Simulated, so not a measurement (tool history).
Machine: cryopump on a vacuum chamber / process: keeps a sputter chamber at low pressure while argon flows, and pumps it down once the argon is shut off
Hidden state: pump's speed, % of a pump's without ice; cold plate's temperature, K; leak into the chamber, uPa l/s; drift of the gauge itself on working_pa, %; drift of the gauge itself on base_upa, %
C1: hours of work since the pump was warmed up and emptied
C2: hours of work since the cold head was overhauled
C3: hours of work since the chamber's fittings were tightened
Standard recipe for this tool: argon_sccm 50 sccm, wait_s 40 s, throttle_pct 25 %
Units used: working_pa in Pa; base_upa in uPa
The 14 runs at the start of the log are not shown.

run 15 day=15.112 | argon_sccm=37 wait_s=36 throttle_pct=25 | C1=342 C2=1531 C3=606 | working_pa=0.1184 base_upa=1.14
run 16 day=16.779 | argon_sccm=36 wait_s=40 throttle_pct=25 | C1=374 C2=1563 C3=638 | working_pa=0.1143 base_upa=1.02
run 17 day=18.258 | argon_sccm=36 wait_s=40 throttle_pct=25 | C1=402 C2=1592 C3=666 | working_pa=0.1140 base_upa=1.04
run 18 day=19.529 | argon_sccm=25 wait_s=94 throttle_pct=41 | C1=426 C2=1616 C3=691 | working_pa=0.0484 base_upa=0.68
run 19 day=20.729 | argon_sccm=87 wait_s=31 throttle_pct=25 | C1=449 C2=1639 C3=714 | working_pa=0.2762 base_upa=1.26
run 20 day=21.604 | argon_sccm=34 wait_s=31 throttle_pct=25 | C1=466 C2=1656 C3=730 | working_pa=0.1083 base_upa=1.26
run 21 day=22.846 | argon_sccm=50 wait_s=142 throttle_pct=47 | C1=490 C2=1680 C3=754 | working_pa=0.0867 base_upa=0.61
run 22 day=24.050 | argon_sccm=50 wait_s=142 throttle_pct=47 | C1=513 C2=1702 C3=777 | working_pa=0.0871 base_upa=0.69
run 23 day=25.229 | argon_sccm=23 wait_s=214 throttle_pct=26 | C1=535 C2=1725 C3=800 | working_pa=0.0714 base_upa=0.55
run 24 day=26.779 | argon_sccm=23 wait_s=214 throttle_pct=26 | C1=565 C2=1755 C3=829 | working_pa=0.0712 base_upa=0.61
run 25 day=27.608 | argon_sccm=50 wait_s=220 throttle_pct=18 | C1=581 C2=1771 C3=845 | working_pa=0.2224 base_upa=0.62
run 26 day=29.192 | argon_sccm=50 wait_s=61 throttle_pct=51 | C1=611 C2=1801 C3=875 | working_pa=0.0809 base_upa=0.93
run 27 day=30.025 | argon_sccm=50 wait_s=61 throttle_pct=51 | C1=627 C2=1817 C3=891 | working_pa=0.0810 base_upa=0.96
run 28 day=31.700 | argon_sccm=50 wait_s=61 throttle_pct=44 | C1=659 C2=1849 C3=924 | working_pa=0.0931 base_upa=0.98
run 29 day=33.029 | argon_sccm=65 wait_s=21 throttle_pct=44 | C1=685 C2=1874 C3=949 | working_pa=0.1206 base_upa=1.80
run 30 day=34.617 | argon_sccm=44 wait_s=32 throttle_pct=58 | C1=715 C2=1905 C3=979 | working_pa=0.0632 base_upa=1.39
run 31 day=35.642 | argon_sccm=44 wait_s=32 throttle_pct=58 | C1=735 C2=1924 C3=999 | working_pa=0.0643 base_upa=1.42
run 32 day=36.458 | argon_sccm=43 wait_s=23 throttle_pct=23 | C1=750 C2=1940 C3=1015 | working_pa=0.1504 base_upa=1.73
run 33 day=37.588 | argon_sccm=43 wait_s=23 throttle_pct=23 | C1=772 C2=1962 C3=1036 | working_pa=0.1503 base_upa=1.77
run 34 day=39.154 | argon_sccm=52 wait_s=298 throttle_pct=18 | C1=802 C2=1992 C3=1066 | working_pa=0.2323 base_upa=0.66

What if the next run were any one of these 4? Each begins from the tool's condition after run 34:
run A day=40.475 | argon_sccm=60 wait_s=20 throttle_pct=19 | C1=827 C2=2017 C3=1092 | working_pa=? base_upa=?
run B day=40.475 | argon_sccm=27 wait_s=105 throttle_pct=34 | C1=827 C2=2017 C3=1092 | working_pa=? base_upa=?
run C day=40.475 | argon_sccm=52 wait_s=30 throttle_pct=45 | C1=827 C2=2017 C3=1092 | working_pa=? base_upa=?
run D day=40.475 | argon_sccm=29 wait_s=26 throttle_pct=18 | C1=827 C2=2017 C3=1092 | working_pa=? base_upa=?

run=A working_pa=0.2550 base_upa=1.91
run=B working_pa=0.0659 base_upa=0.85
run=C working_pa=0.0967 base_upa=1.49
run=D working_pa=0.1280 base_upa=1.59
Take away the tool's hidden state, keep each run's random variation, and the runs would have read:
run=A working_pa=0.2484 base_upa=1.47
run=B working_pa=0.0629 base_upa=0.41
run=C working_pa=0.0910 base_upa=1.04
run=D working_pa=0.1248 base_upa=1.15

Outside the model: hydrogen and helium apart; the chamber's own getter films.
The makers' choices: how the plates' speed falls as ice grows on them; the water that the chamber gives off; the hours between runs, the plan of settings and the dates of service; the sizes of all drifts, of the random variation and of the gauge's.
